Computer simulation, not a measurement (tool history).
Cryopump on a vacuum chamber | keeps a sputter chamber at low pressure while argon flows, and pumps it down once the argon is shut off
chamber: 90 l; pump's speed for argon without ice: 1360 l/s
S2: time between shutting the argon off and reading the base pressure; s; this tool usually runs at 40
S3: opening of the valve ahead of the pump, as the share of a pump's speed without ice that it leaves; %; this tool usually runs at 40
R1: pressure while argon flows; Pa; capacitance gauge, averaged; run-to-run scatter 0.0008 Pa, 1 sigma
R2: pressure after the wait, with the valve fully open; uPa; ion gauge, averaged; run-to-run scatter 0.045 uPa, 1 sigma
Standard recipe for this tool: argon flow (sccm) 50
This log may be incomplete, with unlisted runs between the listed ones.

run 1 hour=0 | argon_flow_(sccm)=50 S2=40 S3=40 | R1=0.1602 R2=4.66
run 2 hour=28.4 | argon_flow_(sccm)=50 S2=40 S3=35 | R1=0.1813 R2=4.66
run 3 hour=47.2 | argon_flow_(sccm)=89 S2=40 S3=35 | R1=0.324 R2=4.88
run 4 hour=77.8 | argon_flow_(sccm)=89 S2=40 S3=35 | R1=0.3249 R2=4.7
run 5 hour=103.2 | argon_flow_(sccm)=89 S2=40 S3=35 | R1=0.3269 R2=4.74
run 6 hour=131.9 | argon_flow_(sccm)=50 S2=40 S3=40 | R1=0.1632 R2=4.85
run 7 hour=152.6 | argon_flow_(sccm)=50 S2=40 S3=21 | R1=0.3011 R2=4.72
run 8 hour=180.4 | argon_flow_(sccm)=50 S2=40 S3=21 | R1=0.303 R2=4.79
run 9 hour=209.5 | argon_flow_(sccm)=50 S2=40 S3=21 | R1=0.3028 R2=4.84
run 10 hour=237.9 | argon_flow_(sccm)=50 S2=40 S3=21 | R1=0.3023 R2=4.96
run 11 hour=262.3 | argon_flow_(sccm)=62 S2=169 S3=21 | R1=0.3776 R2=3.1
run 12 hour=281.3 | argon_flow_(sccm)=48 S2=91 S3=50 | R1=0.1267 R2=3.66
run 13 hour=306.9 | argon_flow_(sccm)=50 S2=89 S3=23 | R1=0.2782 R2=3.78
run 14 hour=321.5 | argon_flow_(sccm)=50 S2=89 S3=23 | R1=0.278 R2=3.72
run 15 hour=347.3 | argon_flow_(sccm)=50 S2=40 S3=22 | R1=0.2925 R2=5.03
run 16 hour=365.1 | argon_flow_(sccm)=50 S2=61 S3=40 | R1=0.1652 R2=4.34
run 17 hour=385.5 | argon_flow_(sccm)=50 S2=61 S3=40 | R1=0.1639 R2=4.4
run 18 hour=411 | argon_flow_(sccm)=64 S2=226 S3=40 | R1=0.2085 R2=3.15
run 19 hour=439.8 | argon_flow_(sccm)=64 S2=226 S3=40 | R1=0.2111 R2=3.26

Branching from run 19: 4 alternative next runs. What would each branch give?
run A hour=464.3 | argon_flow_(sccm)=44 S2=40 S3=54 | R1=? R2=?
run B hour=464.3 | argon_flow_(sccm)=38 S2=40 S3=40 | R1=? R2=?
run C hour=464.3 | argon_flow_(sccm)=64 S2=231 S3=44 | R1=? R2=?
run D hour=464.3 | argon_flow_(sccm)=50 S2=20 S3=44 | R1=? R2=?

run=A R1=0.1108 R2=5.34
run=B R1=0.1265 R2=5.37
run=C R1=0.1937 R2=3.29
run=D R1=0.1519 R2=7.69
Had the tool no hidden state, the same runs would have come out as:
run=A R1=0.1019 R2=2.7
run=B R1=0.1188 R2=2.72
run=C R1=0.1807 R2=0.66
run=D R1=0.1418 R2=5.09

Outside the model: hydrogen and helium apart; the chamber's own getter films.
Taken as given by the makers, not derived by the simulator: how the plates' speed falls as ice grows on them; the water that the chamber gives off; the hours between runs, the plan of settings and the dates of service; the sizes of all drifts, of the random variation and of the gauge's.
